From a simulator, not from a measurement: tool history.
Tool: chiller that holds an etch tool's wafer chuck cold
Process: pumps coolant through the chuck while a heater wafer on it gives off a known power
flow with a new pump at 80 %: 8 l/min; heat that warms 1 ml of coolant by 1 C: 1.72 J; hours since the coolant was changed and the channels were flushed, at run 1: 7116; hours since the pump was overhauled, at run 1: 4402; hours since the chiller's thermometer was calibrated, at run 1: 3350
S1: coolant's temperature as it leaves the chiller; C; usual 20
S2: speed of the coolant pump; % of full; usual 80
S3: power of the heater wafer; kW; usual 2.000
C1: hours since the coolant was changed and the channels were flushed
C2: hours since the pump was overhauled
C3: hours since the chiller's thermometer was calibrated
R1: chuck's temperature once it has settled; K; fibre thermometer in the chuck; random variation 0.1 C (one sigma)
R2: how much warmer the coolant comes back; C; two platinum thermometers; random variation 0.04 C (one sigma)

| run | hour | S1 | S2 | S3 | C1 | C2 | C3 | R1 | R2 |
|---|---|---|---|---|---|---|---|---|---|
| 1 | 0.0 | 20 | 80 | 2.000 | 7116 | 4402 | 3350 | 318.15 | 9.13 |
|  | 83.2 | coolant changed, channels flushed |
| 2 | 111.4 | 20 | 80 | 2.000 | 28 | 4508 | 3455 | 315.65 | 9.17 |
| 3 | 195.2 | 20 | 82 | 2.000 | 112 | 4592 | 3539 | 315.35 | 8.88 |
| 4 | 291.7 | 20 | 82 | 2.000 | 209 | 4688 | 3636 | 315.35 | 8.92 |
|  | 323.1 | chiller's thermometer calibrated |
| 5 | 391.4 | 20 | 82 | 2.000 | 307 | 4787 | 68 | 315.15 | 8.96 |
| 6 | 533.8 | 20 | 80 | 2.000 | 450 | 4929 | 211 | 315.65 | 9.14 |
| 7 | 605.6 | 20 | 80 | 2.000 | 521 | 5001 | 283 | 315.45 | 9.18 |
| 8 | 679.7 | 20 | 80 | 2.000 | 596 | 5075 | 357 | 315.65 | 9.16 |
| 9 | 781.7 | 18 | 80 | 2.000 | 698 | 5177 | 459 | 313.75 | 9.27 |
| 10 | 884.4 | 18 | 80 | 2.000 | 800 | 5280 | 561 | 313.65 | 9.24 |
| 11 | 1025.3 | 20 | 80 | 1.807 | 941 | 5421 | 702 | 313.65 | 8.36 |
| 12 | 1129.1 | 20 | 86 | 1.807 | 1045 | 5524 | 806 | 312.75 | 7.81 |
| 13 | 1213.2 | 20 | 86 | 1.807 | 1129 | 5609 | 890 | 312.85 | 7.79 |
| 14 | 1318.0 | 20 | 86 | 1.807 | 1234 | 5713 | 995 | 312.85 | 7.79 |
| 15 | 1413.3 | 20 | 86 | 1.807 | 1329 | 5809 | 1090 | 312.85 | 7.86 |
| 16 | 1494.0 | 20 | 64 | 2.000 | 1410 | 5889 | 1171 | 319.95 | 11.50 |
| 17 | 1552.1 | 10 | 67 | 2.706 | 1468 | 5947 | 1229 | 318.35 | 15.06 |
| 18 | 1623.0 | 13 | 72 | 2.000 | 1539 | 6018 | 1300 | 310.75 | 10.40 |
| 19 | 1695.7 | 13 | 72 | 2.000 | 1612 | 6091 | 1373 | 311.05 | 10.31 |
| 20 | 1762.8 | 13 | 80 | 1.084 | 1679 | 6158 | 1440 | 298.85 | 5.02 |
| 21 | 1863.8 | 13 | 80 | 1.084 | 1780 | 6259 | 1541 | 298.85 | 5.01 |
| 22 | 2001.1 | 20 | 67 | 2.588 | 1917 | 6396 | 1678 | 327.35 | 14.39 |
| 23 | 2060.9 | 20 | 74 | 2.588 | 1977 | 6456 | 1738 | 324.85 | 13.02 |
| 24 | 2151.1 | 11 | 84 | 1.075 | 2067 | 6546 | 1828 | 296.35 | 4.80 |
| 25 | 2269.1 | 11 | 77 | 1.075 | 2185 | 6664 | 1946 | 297.15 | 5.29 |
| 26 | 2371.0 | 11 | 77 | 1.075 | 2287 | 6766 | 2048 | 297.25 | 5.20 |
| 27 | 2485.1 | 14 | 94 | 1.092 | 2401 | 6880 | 2162 | 298.75 | 4.32 |
| 28 | 2620.4 | 15 | 71 | 1.017 | 2536 | 7016 | 2297 | 301.35 | 5.38 |
| 29 | 2681.4 | 20 | 82 | 2.000 | 2597 | 7077 | 2358 | 316.55 | 9.17 |
| 30 | 2791.8 | 11 | 82 | 1.026 | 2708 | 7187 | 2469 | 296.25 | 4.61 |
| 31 | 2885.5 | 13 | 60 | 2.350 | 2801 | 7281 | 2562 | 320.35 | 14.73 |
| 32 | 2989.4 | 19 | 87 | 2.461 | 2905 | 7385 | 2666 | 319.85 | 10.64 |

Hidden state at the last listed run before each entry between runs and at the first one after, where it differs:
Between runs 1 and 2: coolant changed, channels flushed (hour 83.2)
  heat passed by the chuck's channels, % of clean ones': 86.9 -> 99.4; flow at a given pump speed, % of a new pump's: 95.7 -> 95.6; coolant's true temperature over the reading, C: 0.34 -> 0.36
  measured less the result without the state, R1: +3.60 -> +1.10 K; R2: +0.39 -> +0.40 C
Between runs 4 and 5: chiller's thermometer calibrated (hour 323.1)
  heat passed by the chuck's channels, % of clean ones': 99.1 -> 98.9; coolant's true temperature over the reading, C: 0.37 -> -0.03
  measured less the result without the state, R1: +1.20 -> +0.90 K; R2: +0.40 -> +0.42 C

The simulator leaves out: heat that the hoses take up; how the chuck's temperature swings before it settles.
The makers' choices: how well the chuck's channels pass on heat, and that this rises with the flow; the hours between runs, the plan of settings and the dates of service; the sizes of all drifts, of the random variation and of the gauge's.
